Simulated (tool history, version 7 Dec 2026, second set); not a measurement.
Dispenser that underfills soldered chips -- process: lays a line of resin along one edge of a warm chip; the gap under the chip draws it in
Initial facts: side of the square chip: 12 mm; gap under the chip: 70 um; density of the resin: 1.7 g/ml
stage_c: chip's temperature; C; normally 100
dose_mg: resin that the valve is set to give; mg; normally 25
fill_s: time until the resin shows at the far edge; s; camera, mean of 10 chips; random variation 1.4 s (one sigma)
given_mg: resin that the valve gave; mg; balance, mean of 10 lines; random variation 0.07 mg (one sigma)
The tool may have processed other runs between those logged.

{"run": 1, "hour": 0.0, "stage_c": 100, "dose_mg": 25, "fill_s": 238.1, "given_mg": 24.42}
{"hour": 4.1, "done": "new syringe of resin"}
{"run": 2, "hour": 7.7, "stage_c": 100, "dose_mg": 25, "fill_s": 154.9, "given_mg": 24.13}
{"run": 3, "hour": 14.0, "stage_c": 100, "dose_mg": 32.5, "fill_s": 200.5, "given_mg": 31.41}
{"hour": 20.9, "done": "new syringe of resin"}
{"run": 4, "hour": 21.6, "stage_c": 100, "dose_mg": 25, "fill_s": 133.8, "given_mg": 23.95}
{"run": 5, "hour": 27.3, "stage_c": 88, "dose_mg": 25, "fill_s": 280.5, "given_mg": 24.06}
{"run": 6, "hour": 33.1, "stage_c": 100, "dose_mg": 24.9, "fill_s": 223.5, "given_mg": 23.69}
{"hour": 38.0, "done": "new syringe of resin"}
{"run": 7, "hour": 40.2, "stage_c": 100, "dose_mg": 25, "fill_s": 145.6, "given_mg": 23.72}
{"hour": 42.7, "done": "dispensing valve cleaned and set on the balance"}
{"run": 8, "hour": 50.5, "stage_c": 100, "dose_mg": 25, "fill_s": 216.8, "given_mg": 24.89}
{"hour": 56.0, "done": "new syringe of resin"}
{"run": 9, "hour": 56.0, "stage_c": 100, "dose_mg": 25, "fill_s": 129.3, "given_mg": 24.93}
{"run": 10, "hour": 60.9, "stage_c": 100, "dose_mg": 25, "fill_s": 163.8, "given_mg": 24.78}
{"run": 11, "hour": 70.0, "stage_c": 102, "dose_mg": 25, "fill_s": 235.5, "given_mg": 24.62}
{"hour": 72.7, "done": "new syringe of resin"}
{"run": 12, "hour": 76.6, "stage_c": 113, "dose_mg": 24.5, "fill_s": 96.5, "given_mg": 23.97}
{"run": 13, "hour": 84.9, "stage_c": 113, "dose_mg": 24.5, "fill_s": 141.5, "given_mg": 23.85}
{"hour": 90.2, "done": "new syringe of resin"}
{"run": 14, "hour": 92.0, "stage_c": 95, "dose_mg": 24.6, "fill_s": 171.3, "given_mg": 24.05}
{"run": 15, "hour": 96.5, "stage_c": 103, "dose_mg": 25, "fill_s": 150.8, "given_mg": 24.28}
{"run": 16, "hour": 101.5, "stage_c": 89, "dose_mg": 27.2, "fill_s": 324.7, "given_mg": 26.27}
{"hour": 107.1, "done": "new syringe of resin"}
{"run": 17, "hour": 108.6, "stage_c": 89, "dose_mg": 27.2, "fill_s": 218.4, "given_mg": 26.26}
{"run": 18, "hour": 118.7, "stage_c": 99, "dose_mg": 22.8, "fill_s": 240.7, "given_mg": 21.82}
{"hour": 124.4, "done": "new syringe of resin"}
{"run": 19, "hour": 126.1, "stage_c": 115, "dose_mg": 22.8, "fill_s": 84.5, "given_mg": 21.68}

Branching from run 19: 4 alternative next runs. What would each branch give?
{"run": "A", "hour": 130.5, "stage_c": 106, "dose_mg": 25.8, "fill_s": "?", "given_mg": "?"}
{"run": "B", "hour": 130.5, "stage_c": 91, "dose_mg": 25.1, "fill_s": "?", "given_mg": "?"}
{"run": "C", "hour": 130.5, "stage_c": 115, "dose_mg": 26, "fill_s": "?", "given_mg": "?"}
{"run": "D", "hour": 130.5, "stage_c": 95, "dose_mg": 32.3, "fill_s": "?", "given_mg": "?"}

run=A fill_s=138.1 given_mg=24.44
run=B fill_s=240.7 given_mg=23.86
run=C fill_s=98.8 given_mg=24.68
run=D fill_s=202.5 given_mg=30.76
Stripped of hidden state, with their random variation kept, the same runs would have yielded:
run=A fill_s=109.5 given_mg=25.7
run=B fill_s=191.2 given_mg=25.08
run=C fill_s=78.1 given_mg=25.95
run=D fill_s=162.1 given_mg=32.33

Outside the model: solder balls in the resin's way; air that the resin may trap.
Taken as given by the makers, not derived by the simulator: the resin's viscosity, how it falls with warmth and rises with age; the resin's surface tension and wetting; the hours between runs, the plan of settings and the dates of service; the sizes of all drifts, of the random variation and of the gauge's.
